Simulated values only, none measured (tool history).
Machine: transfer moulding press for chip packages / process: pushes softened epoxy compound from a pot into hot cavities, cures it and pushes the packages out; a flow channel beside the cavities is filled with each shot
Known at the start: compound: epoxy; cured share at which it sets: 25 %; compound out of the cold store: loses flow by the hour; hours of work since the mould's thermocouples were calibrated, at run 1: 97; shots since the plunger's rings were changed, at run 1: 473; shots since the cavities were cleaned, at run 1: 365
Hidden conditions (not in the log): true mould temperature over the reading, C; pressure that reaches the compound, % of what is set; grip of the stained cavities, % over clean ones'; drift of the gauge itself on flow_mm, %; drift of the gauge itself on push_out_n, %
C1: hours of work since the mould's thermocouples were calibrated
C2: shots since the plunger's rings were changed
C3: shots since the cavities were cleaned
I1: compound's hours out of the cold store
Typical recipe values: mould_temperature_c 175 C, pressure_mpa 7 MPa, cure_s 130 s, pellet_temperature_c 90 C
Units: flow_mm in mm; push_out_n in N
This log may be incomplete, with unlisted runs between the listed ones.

run 1 hour=0 | mould_temperature_c=175 pressure_mpa=7 cure_s=130 pellet_temperature_c=90 | C1=97 C2=473 C3=365 | I1=17.2 | flow_mm=964 push_out_n=674
run 2 hour=7.4 | mould_temperature_c=175 pressure_mpa=7 cure_s=130 pellet_temperature_c=90 | C1=102 C2=545 C3=437 | I1=34.5 | flow_mm=877 push_out_n=663
run 3 hour=13.1 | mould_temperature_c=175 pressure_mpa=7 cure_s=130 pellet_temperature_c=90 | C1=105 C2=601 C3=493 | I1=48 | flow_mm=814 push_out_n=686
run 4 hour=17.5 | mould_temperature_c=175 pressure_mpa=7 cure_s=130 pellet_temperature_c=90 | C1=108 C2=644 C3=536 | I1=21.9 | flow_mm=928 push_out_n=711
run 5 hour=22 | mould_temperature_c=175 pressure_mpa=7 cure_s=130 pellet_temperature_c=90 | C1=111 C2=688 C3=580 | I1=23.3 | flow_mm=920 push_out_n=694
run 6 hour=30.3 | mould_temperature_c=171 pressure_mpa=7 cure_s=130 pellet_temperature_c=90 | C1=116 C2=769 C3=661 | I1=43.5 | flow_mm=849 push_out_n=885
run 7 hour=39.2 | mould_temperature_c=171 pressure_mpa=7 cure_s=130 pellet_temperature_c=90 | C1=122 C2=856 C3=748 | I1=13.6 | flow_mm=995 push_out_n=976
run 8 hour=46.3 | mould_temperature_c=175 pressure_mpa=7 cure_s=130 pellet_temperature_c=90 | C1=127 C2=926 C3=818 | I1=16.3 | flow_mm=947 push_out_n=738
run 9 hour=53.3 | mould_temperature_c=175 pressure_mpa=7 cure_s=130 pellet_temperature_c=90 | C1=131 C2=994 C3=886 | I1=32.3 | flow_mm=863 push_out_n=777
run 10 hour=63 | mould_temperature_c=175 pressure_mpa=5.75 cure_s=130 pellet_temperature_c=90 | C1=138 C2=1089 C3=981 | I1=24.5 | flow_mm=820 push_out_n=721
run 11 hour=71.9 | mould_temperature_c=175 pressure_mpa=5.75 cure_s=130 pellet_temperature_c=97 | C1=144 C2=1176 C3=1068 | I1=41.6 | flow_mm=745 push_out_n=747
-- hour=81 cavities cleaned with cleaning compound and waxed
run 12 hour=82.5 | mould_temperature_c=175 pressure_mpa=5.75 cure_s=130 pellet_temperature_c=97 | C1=149 C2=1265 C3=15 | I1=38.4 | flow_mm=754 push_out_n=473
run 13 hour=88.9 | mould_temperature_c=175 pressure_mpa=5.34 cure_s=151 pellet_temperature_c=96 | C1=154 C2=1328 C3=78 | I1=8.6 | flow_mm=859 push_out_n=470
run 14 hour=94.1 | mould_temperature_c=175 pressure_mpa=5.34 cure_s=151 pellet_temperature_c=96 | C1=157 C2=1379 C3=129 | I1=43.8 | flow_mm=702 push_out_n=481
run 15 hour=103.5 | mould_temperature_c=175 pressure_mpa=5.34 cure_s=151 pellet_temperature_c=96 | C1=163 C2=1471 C3=221 | I1=21.5 | flow_mm=805 push_out_n=542
run 16 hour=112.6 | mould_temperature_c=175 pressure_mpa=7 cure_s=118 pellet_temperature_c=90 | C1=169 C2=1560 C3=310 | I1=42.3 | flow_mm=811 push_out_n=751
run 17 hour=118 | mould_temperature_c=175 pressure_mpa=7 cure_s=155 pellet_temperature_c=90 | C1=173 C2=1613 C3=363 | I1=32.8 | flow_mm=864 push_out_n=561
run 18 hour=123.4 | mould_temperature_c=175 pressure_mpa=7 cure_s=155 pellet_temperature_c=90 | C1=176 C2=1665 C3=415 | I1=16.3 | flow_mm=934 push_out_n=583
run 19 hour=131.4 | mould_temperature_c=180 pressure_mpa=7 cure_s=130 pellet_temperature_c=90 | C1=181 C2=1743 C3=493 | I1=31.9 | flow_mm=837 push_out_n=584
run 20 hour=138.9 | mould_temperature_c=180 pressure_mpa=7 cure_s=130 pellet_temperature_c=90 | C1=186 C2=1817 C3=567 | I1=14.8 | flow_mm=920 push_out_n=606
run 21 hour=148.3 | mould_temperature_c=180 pressure_mpa=7 cure_s=130 pellet_temperature_c=90 | C1=192 C2=1910 C3=660 | I1=24 | flow_mm=861 push_out_n=629
run 22 hour=152.7 | mould_temperature_c=175 pressure_mpa=7.3 cure_s=162 pellet_temperature_c=90 | C1=195 C2=1952 C3=702 | I1=22.4 | flow_mm=924 push_out_n=599
run 23 hour=158.3 | mould_temperature_c=175 pressure_mpa=7.3 cure_s=162 pellet_temperature_c=90 | C1=199 C2=2007 C3=757 | I1=17.8 | flow_mm=933 push_out_n=628

Some steps in flow_mm between neighbouring runs. How much of each would the tool show without its hidden state too (settings, what came in, random variation), and how much is left for the hidden state, with any gauge scatter that isn't in both results?
Run 6 -> 7: no setting changed, nothing entered. flow_mm +146 mm: hidden state -4, all else +150.
Run 13 -> 14: no setting changed, nothing entered. flow_mm -157 mm: hidden state +4, all else -161.
Run 19 -> 20: no setting changed, nothing entered. flow_mm +83 mm: hidden state -5, all else +88.
